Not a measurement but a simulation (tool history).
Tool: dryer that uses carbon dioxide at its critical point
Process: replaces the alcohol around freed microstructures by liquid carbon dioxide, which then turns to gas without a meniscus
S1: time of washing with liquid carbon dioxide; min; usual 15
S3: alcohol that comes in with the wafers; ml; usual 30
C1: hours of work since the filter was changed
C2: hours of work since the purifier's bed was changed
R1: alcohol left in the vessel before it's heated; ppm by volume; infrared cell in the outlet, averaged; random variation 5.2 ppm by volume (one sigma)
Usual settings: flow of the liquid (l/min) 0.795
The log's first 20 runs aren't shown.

Run 21, hour 253.7: usual settings but S1 22 min, flow of the liquid (l/min) 0.488, S3 76 ml; C1 135; C2 268. Result: R1 567 ppm by volume.
Run 22, hour 266.7: usual settings but S3 35 ml; C1 141; C2 273. Result: R1 185 ppm by volume.
Run 23, hour 276.7: usual settings but S1 13 min, flow of the liquid (l/min) 0.514, S3 90 ml; C1 145; C2 277. Result: R1 3214 ppm by volume.
Run 24, hour 285.3: usual settings but S1 13 min, flow of the liquid (l/min) 0.514, S3 90 ml; C1 148; C2 281. Result: R1 3232 ppm by volume.
Run 25, hour 295.1: usual settings but S1 13 min, flow of the liquid (l/min) 0.514, S3 90 ml; C1 152; C2 285. Result: R1 3237 ppm by volume.
Run 26, hour 309.9: usual settings but S1 13 min, flow of the liquid (l/min) 0.514, S3 90 ml; C1 159; C2 291. Result: R1 3254 ppm by volume.
Run 27, hour 327.6: usual settings but S1 13 min, flow of the liquid (l/min) 1.150, S3 36 ml; C1 166; C2 299. Result: R1 77 ppm by volume.
Run 28, hour 335.8: usual settings but S1 13 min, flow of the liquid (l/min) 0.644, S3 51 ml; C1 170; C2 302. Result: R1 982 ppm by volume.
Run 29, hour 348.1: usual settings but S1 13 min, flow of the liquid (l/min) 0.644, S3 51 ml; C1 175; C2 307. Result: R1 1013 ppm by volume.
Run 30, hour 360.7: usual settings but S1 13 min, flow of the liquid (l/min) 0.644, S3 51 ml; C1 180; C2 312. Result: R1 997 ppm by volume.
Run 31, hour 376.0: usual settings but S1 13 min, flow of the liquid (l/min) 0.644, S3 85 ml; C1 186; C2 319. Result: R1 1636 ppm by volume.
Run 32, hour 390.8: usual settings but S1 19 min, S3 55 ml; C1 193; C2 325. Result: R1 103 ppm by volume.
Run 33, hour 405.4: usual settings but flow of the liquid (l/min) 0.669, S3 90 ml; C1 199; C2 331. Result: R1 942 ppm by volume.
Run 34, hour 415.3: usual settings but flow of the liquid (l/min) 0.669, S3 90 ml; C1 203; C2 335. Result: R1 939 ppm by volume.

4 ways to go on from here, each from the tool as it stands after run 34. What would each give?
Run A, hour 434.4: usual settings but S1 21 min, flow of the liquid (l/min) 0.508, S3 42 ml; C1 211; C2 343. Result: R1 ?.
Run B, hour 434.4: usual settings but S1 14 min, flow of the liquid (l/min) 0.669, S3 79 ml; C1 211; C2 343. Result: R1 ?.
Run C, hour 434.4: usual settings but S3 46 ml; C1 211; C2 343. Result: R1 ?.
Run D, hour 434.4: usual settings but S1 11 min, S3 68 ml; C1 211; C2 343. Result: R1 ?.

run    R1
  A   377
  B  1079
  C   247
  D  1192
Without the tool's hidden state the same runs would have given:
run   R1
  A  247
  B  769
  C  147
  D  868
